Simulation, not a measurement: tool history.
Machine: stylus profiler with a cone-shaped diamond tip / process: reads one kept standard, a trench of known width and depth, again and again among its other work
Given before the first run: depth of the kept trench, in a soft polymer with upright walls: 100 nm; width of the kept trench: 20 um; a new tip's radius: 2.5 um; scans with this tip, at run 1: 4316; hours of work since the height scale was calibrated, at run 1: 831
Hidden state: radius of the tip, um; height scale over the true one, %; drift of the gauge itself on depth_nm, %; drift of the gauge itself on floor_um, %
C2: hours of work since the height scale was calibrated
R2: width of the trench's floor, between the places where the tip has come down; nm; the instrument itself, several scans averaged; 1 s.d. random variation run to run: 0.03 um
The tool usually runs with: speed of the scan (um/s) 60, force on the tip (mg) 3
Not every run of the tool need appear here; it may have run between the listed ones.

Run 1, hour 0: usual settings; scans with this tip 4316; C2 831. Result: depth of the trench (Å) 1006, R2 18300 nm.
Run 2, hour 51.6: usual settings; scans with this tip 4494; C2 865. Result: depth of the trench (Å) 1005.8, R2 18350 nm.
Run 3, hour 127.3: usual settings; scans with this tip 4755; C2 915. Result: depth of the trench (Å) 1005.9, R2 18270 nm.
Run 4, hour 192.4: usual settings; scans with this tip 4980; C2 958. Result: depth of the trench (Å) 1006.1, R2 18280 nm.
Run 5, hour 244.1: usual settings but speed of the scan (um/s) 22; scans with this tip 5158; C2 993. Result: depth of the trench (Å) 1005.3, R2 18390 nm.
Run 6, hour 293.4: usual settings but speed of the scan (um/s) 15; scans with this tip 5329; C2 1026. Result: depth of the trench (Å) 1006, R2 18320 nm.
Run 7, hour 345.1: usual settings but force on the tip (mg) 2.22; scans with this tip 5507; C2 1060. Result: depth of the trench (Å) 1004.7, R2 18230 nm.
Run 8, hour 394.3: usual settings but force on the tip (mg) 2.22; scans with this tip 5677; C2 1093. Result: depth of the trench (Å) 1003, R2 18260 nm.
Run 9, hour 427.2: usual settings but force on the tip (mg) 2.22; scans with this tip 5791; C2 1114. Result: depth of the trench (Å) 1003.9, R2 18300 nm.
Run 10, hour 487.9: usual settings but force on the tip (mg) 4.13; scans with this tip 6000; C2 1155. Result: depth of the trench (Å) 1006.9, R2 18260 nm.
Run 11, hour 557.8: usual settings but force on the tip (mg) 4.13; scans with this tip 6242; C2 1201. Result: depth of the trench (Å) 1007.4, R2 18290 nm.
Run 12, hour 592.7: usual settings but force on the tip (mg) 4.13; scans with this tip 6362; C2 1224. Result: depth of the trench (Å) 1008.7, R2 18250 nm.
Run 13, hour 664.2: usual settings but speed of the scan (um/s) 112; scans with this tip 6609; C2 1272. Result: depth of the trench (Å) 1006.5, R2 18100 nm.
Run 14, hour 711: usual settings but speed of the scan (um/s) 112; scans with this tip 6771; C2 1303. Result: depth of the trench (Å) 1006.1, R2 18130 nm.
Run 15, hour 766.8: usual settings but speed of the scan (um/s) 23; scans with this tip 6964; C2 1340. Result: depth of the trench (Å) 1006, R2 18310 nm.
Run 16, hour 823.1: usual settings but speed of the scan (um/s) 23; scans with this tip 7158; C2 1378. Result: depth of the trench (Å) 1004.8, R2 18290 nm.
Run 17, hour 892.6: usual settings but speed of the scan (um/s) 23; scans with this tip 7398; C2 1424. Result: depth of the trench (Å) 1004.8, R2 18210 nm.
Run 18, hour 925.4: usual settings but speed of the scan (um/s) 23; scans with this tip 7511; C2 1446. Result: depth of the trench (Å) 1004, R2 18210 nm.
Run 19, hour 958.7: usual settings but speed of the scan (um/s) 23; scans with this tip 7626; C2 1468. Result: depth of the trench (Å) 1005.1, R2 18220 nm.
Run 20, hour 990: usual settings; scans with this tip 7734; C2 1489. Result: depth of the trench (Å) 1004.5, R2 18210 nm.
Run 21, hour 1023.4: usual settings; scans with this tip 7850; C2 1511. Result: depth of the trench (Å) 1006, R2 18170 nm.
Run 22, hour 1086.1: usual settings; scans with this tip 8066; C2 1552. Result: depth of the trench (Å) 1003.2, R2 18180 nm.
Run 23, hour 1156.8: usual settings; scans with this tip 8311; C2 1599. Result: depth of the trench (Å) 1004.5, R2 18120 nm.
Run 24, hour 1232.6: usual settings; scans with this tip 8572; C2 1650. Result: depth of the trench (Å) 1005.2, R2 18180 nm.
Run 25, hour 1286.8: usual settings; scans with this tip 8760; C2 1686. Result: depth of the trench (Å) 1003.7, R2 18120 nm.
Run 26, hour 1321.6: usual settings but speed of the scan (um/s) 139, force on the tip (mg) 8.32; scans with this tip 8879; C2 1709. Result: depth of the trench (Å) 1011.7, R2 18120 nm.
Run 27, hour 1385.9: usual settings but speed of the scan (um/s) 139, force on the tip (mg) 8.32; scans with this tip 9102; C2 1752. Result: depth of the trench (Å) 1013.7, R2 18100 nm.
Run 28, hour 1436.6: usual settings but speed of the scan (um/s) 51, force on the tip (mg) 1.05; scans with this tip 9277; C2 1785. Result: depth of the trench (Å) 999.8, R2 18120 nm.
Run 29, hour 1512.8: usual settings but speed of the scan (um/s) 122, force on the tip (mg) 8.94; scans with this tip 9540; C2 1836. Result: depth of the trench (Å) 1013.8, R2 18060 nm.
Run 30, hour 1550.1: usual settings but speed of the scan (um/s) 122, force on the tip (mg) 8.94; scans with this tip 9669; C2 1861. Result: depth of the trench (Å) 1012.7, R2 18080 nm.
Run 31, hour 1607.4: usual settings but speed of the scan (um/s) 175, force on the tip (mg) 6.36; scans with this tip 9866; C2 1899. Result: depth of the trench (Å) 1009.9, R2 18010 nm.
Run 32, hour 1653.9: usual settings but speed of the scan (um/s) 175, force on the tip (mg) 6.36; scans with this tip 10027; C2 1930. Result: depth of the trench (Å) 1008.9, R2 18010 nm.
Run 33, hour 1726.1: usual settings but speed of the scan (um/s) 175, force on the tip (mg) 6.36; scans with this tip 10276; C2 1978. Result: depth of the trench (Å) 1009.1, R2 18010 nm.
At hour 1730.4: height scale calibrated on a step standard.
Run 34, hour 1786.5: usual settings but speed of the scan (um/s) 81, force on the tip (mg) 6.36; scans with this tip 10483; C2 37. Result: depth of the trench (Å) 1006.6, R2 18080 nm.
Run 35, hour 1844.9: usual settings but speed of the scan (um/s) 81, force on the tip (mg) 6.36; scans with this tip 10685; C2 76. Result: depth of the trench (Å) 1006.6, R2 18110 nm.
At hour 1864.5: height scale calibrated on a step standard, once more.
Run 36, hour 1922.4: usual settings but speed of the scan (um/s) 50, force on the tip (mg) 8.94; scans with this tip 10951; C2 38. Result: depth of the trench (Å) 1016, R2 18090 nm.
Run 37, hour 1994.7: usual settings but speed of the scan (um/s) 50, force on the tip (mg) 8.94; scans with this tip 11201; C2 87. Result: depth of the trench (Å) 1016.3, R2 18080 nm.
Run 38, hour 2054: usual settings but speed of the scan (um/s) 27, force on the tip (mg) 1.44; scans with this tip 11405; C2 126. Result: depth of the trench (Å) 1005.1, R2 18070 nm.
Run 39, hour 2100.6: usual settings but speed of the scan (um/s) 145, force on the tip (mg) 1.18; scans with this tip 11566; C2 157. Result: depth of the trench (Å) 1005.3, R2 17800 nm.
Run 40, hour 2166.8: usual settings but speed of the scan (um/s) 119, force on the tip (mg) 5.51; scans with this tip 11795; C2 201. Result: depth of the trench (Å) 1011.8, R2 18030 nm.
Run 41, hour 2240.2: usual settings but speed of the scan (um/s) 44, force on the tip (mg) 2.49; scans with this tip 12048; C2 250. Result: depth of the trench (Å) 1006.9, R2 18040 nm.
Run 42, hour 2281.4: usual settings but speed of the scan (um/s) 71; scans with this tip 12191; C2 277. Result: depth of the trench (Å) 1007.3, R2 18040 nm.
Run 43, hour 2347.1: usual settings but speed of the scan (um/s) 99, force on the tip (mg) 5.04; scans with this tip 12418; C2 321. Result: depth of the trench (Å) 1011.6, R2 17950 nm.
Run 44, hour 2384.4: usual settings but speed of the scan (um/s) 68, force on the tip (mg) 7.92; scans with this tip 12546; C2 345. Result: depth of the trench (Å) 1015.2, R2 18000 nm.
Run 45, hour 2429.4: usual settings but speed of the scan (um/s) 68, force on the tip (mg) 7.92; scans with this tip 12702; C2 375. Result: depth of the trench (Å) 1015.2, R2 18060 nm.
Run 46, hour 2487: usual settings but speed of the scan (um/s) 64, force on the tip (mg) 8.29; scans with this tip 12901; C2 414. Result: depth of the trench (Å) 1016.2, R2 18020 nm.
Run 47, hour 2539: usual settings but speed of the scan (um/s) 64, force on the tip (mg) 8.29; scans with this tip 13080; C2 448. Result: depth of the trench (Å) 1015.9, R2 18050 nm.

Below are 3 alternative next runs, each starting from the tool's condition after run 47. Predict each:
Run A, hour 2587.6: usual settings but speed of the scan (um/s) 225, force on the tip (mg) 8.29; scans with this tip 13248; C2 481. Result: depth of the trench (Å) ?, R2 ?.
Run B, hour 2587.6: usual settings but speed of the scan (um/s) 45, force on the tip (mg) 2.92; scans with this tip 13248; C2 481. Result: depth of the trench (Å) ?, R2 ?.
Run C, hour 2587.6: usual settings but speed of the scan (um/s) 43; scans with this tip 13248; C2 481. Result: depth of the trench (Å) ?, R2 ?.

run  depth of the trench (Å)     R2
  A                     1016  17840
  B                   1008.3  18010
  C                   1007.4  17990
With the hidden condition removed and each run's random variation left untouched, the same runs would have given:
run  depth of the trench (Å)     R2
  A                   1016.8  18360
  B                   1009.1  18530
  C                   1008.2  18510
